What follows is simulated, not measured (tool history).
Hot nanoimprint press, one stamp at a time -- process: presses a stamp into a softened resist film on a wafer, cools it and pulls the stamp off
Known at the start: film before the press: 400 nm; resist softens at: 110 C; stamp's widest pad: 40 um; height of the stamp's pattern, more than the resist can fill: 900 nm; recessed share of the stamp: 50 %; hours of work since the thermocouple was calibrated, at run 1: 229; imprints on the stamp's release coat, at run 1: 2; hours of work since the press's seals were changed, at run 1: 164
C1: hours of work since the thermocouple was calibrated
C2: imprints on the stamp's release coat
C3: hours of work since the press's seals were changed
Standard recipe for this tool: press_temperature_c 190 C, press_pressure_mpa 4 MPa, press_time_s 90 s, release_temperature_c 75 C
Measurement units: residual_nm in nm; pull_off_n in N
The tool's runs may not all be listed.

Run 1, hour 0: usual settings; C1 229; C2 2; C3 164. Result: residual_nm 215.7 nm, pull_off_n 215 N.
Run 2, hour 10.5: usual settings but release_temperature_c 67 C; C1 236; C2 33; C3 172. Result: residual_nm 215.3 nm, pull_off_n 220 N.
Run 3, hour 29.7: usual settings; C1 251; C2 89; C3 186. Result: residual_nm 215.9 nm, pull_off_n 212 N.
Run 4, hour 46.6: usual settings; C1 264; C2 139; C3 199. Result: residual_nm 215.7 nm, pull_off_n 217 N.
Run 5, hour 64.1: usual settings but press_temperature_c 191 C; C1 277; C2 190; C3 212. Result: residual_nm 209.8 nm, pull_off_n 212 N.
Run 6, hour 72.2: usual settings but press_temperature_c 191 C; C1 283; C2 213; C3 218. Result: residual_nm 208.9 nm, pull_off_n 211 N.
Run 7, hour 81.4: usual settings but press_temperature_c 191 C; C1 290; C2 240; C3 225. Result: residual_nm 210 nm, pull_off_n 212 N.
Run 8, hour 99.7: usual settings but press_temperature_c 191 C; C1 304; C2 294; C3 239. Result: residual_nm 210.4 nm, pull_off_n 213 N.
Run 9, hour 108.3: usual settings but press_temperature_c 191 C; C1 311; C2 319; C3 246. Result: residual_nm 210.3 nm, pull_off_n 217 N.
Run 10, hour 127.2: usual settings but press_temperature_c 191 C; C1 325; C2 374; C3 260. Result: residual_nm 210.1 nm, pull_off_n 212 N.
Run 11, hour 146.9: usual settings; C1 340; C2 432; C3 275. Result: residual_nm 216.1 nm, pull_off_n 215 N.
Run 12, hour 155.5: usual settings; C1 346; C2 457; C3 281. Result: residual_nm 217.1 nm, pull_off_n 211 N.
Run 13, hour 170.5: usual settings; C1 358; C2 501; C3 293. Result: residual_nm 216.3 nm, pull_off_n 212 N.
Run 14, hour 178.6: usual settings but release_temperature_c 63 C; C1 364; C2 524; C3 299. Result: residual_nm 216.7 nm, pull_off_n 236 N.
At hour 188.3: plate thermocouple calibrated.
Run 15, hour 200.5: usual settings but release_temperature_c 63 C; C1 9; C2 580; C3 313. Result: residual_nm 216.8 nm, pull_off_n 224 N.
Run 16, hour 209.2: usual settings but release_temperature_c 63 C; C1 16; C2 605; C3 320. Result: residual_nm 217.5 nm, pull_off_n 234 N.
Run 17, hour 221.9: usual settings but press_time_s 53 s; C1 25; C2 642; C3 329. Result: residual_nm 255.6 nm, pull_off_n 203 N.
Run 18, hour 235.8: usual settings but release_temperature_c 81 C; C1 36; C2 683; C3 340. Result: residual_nm 218.1 nm, pull_off_n 201 N.
At hour 251.8: gauge calibrated.
Run 19, hour 253.2: usual settings but release_temperature_c 81 C; C1 49; C2 734; C3 353. Result: residual_nm 214.6 nm, pull_off_n 209 N.
Run 20, hour 267.6: usual settings but press_temperature_c 192 C, press_pressure_mpa 3.34 MPa, release_temperature_c 61 C; C1 60; C2 776; C3 364. Result: residual_nm 219.6 nm, pull_off_n 231 N.
Run 21, hour 284.1: usual settings but press_temperature_c 180 C, press_pressure_mpa 2.63 MPa, press_time_s 62 s, release_temperature_c 74 C; C1 73; C2 824; C3 376. Result: residual_nm 334.9 nm, pull_off_n 214 N.
Run 22, hour 296.9: usual settings but press_temperature_c 180 C, press_pressure_mpa 2.63 MPa, press_time_s 62 s, release_temperature_c 74 C; C1 82; C2 862; C3 386. Result: residual_nm 334.7 nm, pull_off_n 216 N.
Run 23, hour 308: usual settings but press_temperature_c 180 C, press_pressure_mpa 2.63 MPa, press_time_s 159 s, release_temperature_c 76 C; C1 91; C2 894; C3 394. Result: residual_nm 279.1 nm, pull_off_n 214 N.
Run 24, hour 321.9: usual settings but press_temperature_c 181 C, press_pressure_mpa 2.63 MPa, press_time_s 159 s, release_temperature_c 70 C; C1 101; C2 935; C3 405. Result: residual_nm 272.2 nm, pull_off_n 210 N.
Run 25, hour 334.3: usual settings but press_temperature_c 181 C, press_pressure_mpa 2.63 MPa, press_time_s 159 s, release_temperature_c 70 C; C1 110; C2 971; C3 414. Result: residual_nm 273.5 nm, pull_off_n 222 N.
Run 26, hour 352.6: usual settings but press_temperature_c 201 C, press_time_s 110 s, release_temperature_c 81 C; C1 124; C2 1025; C3 428. Result: residual_nm 145.7 nm, pull_off_n 204 N.
Run 27, hour 369.9: usual settings but press_temperature_c 181 C, press_pressure_mpa 3.45 MPa, press_time_s 88 s, release_temperature_c 81 C; C1 137; C2 1075; C3 441. Result: residual_nm 289.8 nm, pull_off_n 203 N.
Run 28, hour 385.6: usual settings but press_temperature_c 181 C, press_pressure_mpa 3.45 MPa, press_time_s 88 s, release_temperature_c 81 C; C1 149; C2 1121; C3 453. Result: residual_nm 289.3 nm, pull_off_n 205 N.
Run 29, hour 398.2: usual settings but press_temperature_c 179 C, press_time_s 121 s; C1 159; C2 1158; C3 463. Result: residual_nm 267.2 nm, pull_off_n 213 N.

Forecast each of these 5 alternatives for the next run:
Run A, hour 410.1: usual settings but release_temperature_c 80 C; C1 168; C2 1193; C3 472. Result: residual_nm ?, pull_off_n ?.
Run B, hour 410.1: usual settings but press_temperature_c 179 C, press_pressure_mpa 2.95 MPa; C1 168; C2 1193; C3 472. Result: residual_nm ?, pull_off_n ?.
Run C, hour 410.1: usual settings but press_temperature_c 186 C, press_pressure_mpa 2.59 MPa, press_time_s 115 s; C1 168; C2 1193; C3 472. Result: residual_nm ?, pull_off_n ?.
Run D, hour 410.1: usual settings but press_temperature_c 179 C, press_pressure_mpa 2.88 MPa, press_time_s 77 s; C1 168; C2 1193; C3 472. Result: residual_nm ?, pull_off_n ?.
Run E, hour 410.1: usual settings but press_time_s 53 s, release_temperature_c 70 C; C1 168; C2 1193; C3 472. Result: residual_nm ?, pull_off_n ?.

run  residual_nm  pull_off_n
  A        216.1         212
  B        314.1         213
  C        264.6         219
  D        324.7         219
  E          255         220
Had the tool no hidden state, the same runs would have come out as:
run  residual_nm  pull_off_n
  A        214.3         211
  B        311.6         212
  C        262.5         218
  D        322.2         218
  E          253         219
